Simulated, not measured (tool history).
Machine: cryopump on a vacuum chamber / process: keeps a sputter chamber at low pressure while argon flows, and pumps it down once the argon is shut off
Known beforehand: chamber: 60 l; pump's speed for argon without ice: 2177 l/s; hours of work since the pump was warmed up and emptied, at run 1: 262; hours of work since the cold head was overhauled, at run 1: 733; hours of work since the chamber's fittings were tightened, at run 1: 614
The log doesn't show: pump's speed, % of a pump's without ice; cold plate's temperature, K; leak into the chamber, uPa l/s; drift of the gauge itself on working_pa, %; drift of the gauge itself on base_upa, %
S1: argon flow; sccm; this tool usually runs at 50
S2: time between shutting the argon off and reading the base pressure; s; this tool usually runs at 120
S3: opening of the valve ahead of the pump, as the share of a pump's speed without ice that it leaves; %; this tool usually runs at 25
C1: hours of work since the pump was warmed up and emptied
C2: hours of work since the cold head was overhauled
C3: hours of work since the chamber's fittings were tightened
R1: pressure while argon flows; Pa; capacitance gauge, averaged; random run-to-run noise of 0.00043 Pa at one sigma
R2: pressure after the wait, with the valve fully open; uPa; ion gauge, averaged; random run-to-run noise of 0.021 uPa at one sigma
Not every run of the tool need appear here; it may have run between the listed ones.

Run 1, hour 0.0: usual settings; C1 262; C2 733; C3 614. Result: R1 0.1596 Pa, R2 0.56 uPa.
Run 2, hour 18.1: usual settings but S1 64 sccm; C1 275; C2 747; C3 627. Result: R1 0.2048 Pa, R2 0.56 uPa.
Run 3, hour 36.2: usual settings but S1 47 sccm; C1 288; C2 760; C3 640. Result: R1 0.1495 Pa, R2 0.53 uPa.
Run 4, hour 70.5: usual settings but S1 69 sccm; C1 314; C2 785; C3 666. Result: R1 0.2204 Pa, R2 0.56 uPa.
Run 5, hour 94.8: usual settings; C1 332; C2 803; C3 684. Result: R1 0.1596 Pa, R2 0.57 uPa.
Run 6, hour 128.2: usual settings but S2 35 s; C1 356; C2 828; C3 708. Result: R1 0.1620 Pa, R2 1.16 uPa.
Run 7, hour 158.3: usual settings; C1 378; C2 850; C3 731. Result: R1 0.1609 Pa, R2 0.59 uPa.
Run 8, hour 182.7: usual settings; C1 396; C2 868; C3 749. Result: R1 0.1615 Pa, R2 0.60 uPa.
Run 9, hour 216.0: usual settings; C1 421; C2 893; C3 773. Result: R1 0.1616 Pa, R2 0.60 uPa.
Run 10, hour 250.7: usual settings; C1 447; C2 918; C3 799. Result: R1 0.1628 Pa, R2 0.62 uPa.
At hour 289.1: pump warmed up, emptied and cooled again.
Run 11, hour 289.1: usual settings; C1 0; C2 943; C3 823. Result: R1 0.1568 Pa, R2 0.55 uPa.
Run 12, hour 322.4: usual settings but S1 49 sccm, S3 16 %; C1 25; C2 967; C3 848. Result: R1 0.2382 Pa, R2 0.59 uPa.
Run 13, hour 345.5: usual settings but S1 65 sccm, S2 45 s, S3 29 %; C1 42; C2 984; C3 865. Result: R1 0.1752 Pa, R2 1.04 uPa.
Run 14, hour 363.5: usual settings but S3 19 %; C1 55; C2 998; C3 878. Result: R1 0.2050 Pa, R2 0.57 uPa.
Run 15, hour 381.9: usual settings but S1 97 sccm, S3 19 %; C1 68; C2 1011; C3 892. Result: R1 0.3994 Pa, R2 0.59 uPa.
Run 16, hour 417.6: usual settings but S1 97 sccm, S2 110 s, S3 56 %; C1 95; C2 1038; C3 918. Result: R1 0.1375 Pa, R2 0.62 uPa.
Run 17, hour 449.2: usual settings but S1 97 sccm, S2 110 s, S3 56 %; C1 118; C2 1061; C3 941. Result: R1 0.1388 Pa, R2 0.61 uPa.
Run 18, hour 473.0: usual settings but S1 45 sccm, S2 20 s, S3 26 %; C1 136; C2 1078; C3 959. Result: R1 0.1359 Pa, R2 1.76 uPa.
Run 19, hour 501.4: usual settings but S1 51 sccm, S2 20 s, S3 26 %; C1 157; C2 1099; C3 980. Result: R1 0.1546 Pa, R2 1.77 uPa.

Forecast each of these 4 alternatives for the next run:
Run A, hour 527.9: usual settings but S1 61 sccm, S2 20 s, S3 53 %; C1 176; C2 1119; C3 999. Result: R1 ?, R2 ?.
Run B, hour 527.9: usual settings but S1 65 sccm, S3 26 %; C1 176; C2 1119; C3 999. Result: R1 ?, R2 ?.
Run C, hour 527.9: usual settings but S1 51 sccm, S2 187 s, S3 26 %; C1 176; C2 1119; C3 999. Result: R1 ?, R2 ?.
Run D, hour 527.9: usual settings but S1 51 sccm, S2 33 s, S3 26 %; C1 176; C2 1119; C3 999. Result: R1 ?, R2 ?.

run      R1    R2
  A  0.0927  1.77
  B  0.1975  0.63
  C  0.1556  0.52
  D  0.1551  1.27
What these runs would have given with no unlogged condition in the tool:
run      R1    R2
  A  0.0892  1.53
  B  0.1937  0.38
  C  0.1527  0.27
  D  0.1522  1.02

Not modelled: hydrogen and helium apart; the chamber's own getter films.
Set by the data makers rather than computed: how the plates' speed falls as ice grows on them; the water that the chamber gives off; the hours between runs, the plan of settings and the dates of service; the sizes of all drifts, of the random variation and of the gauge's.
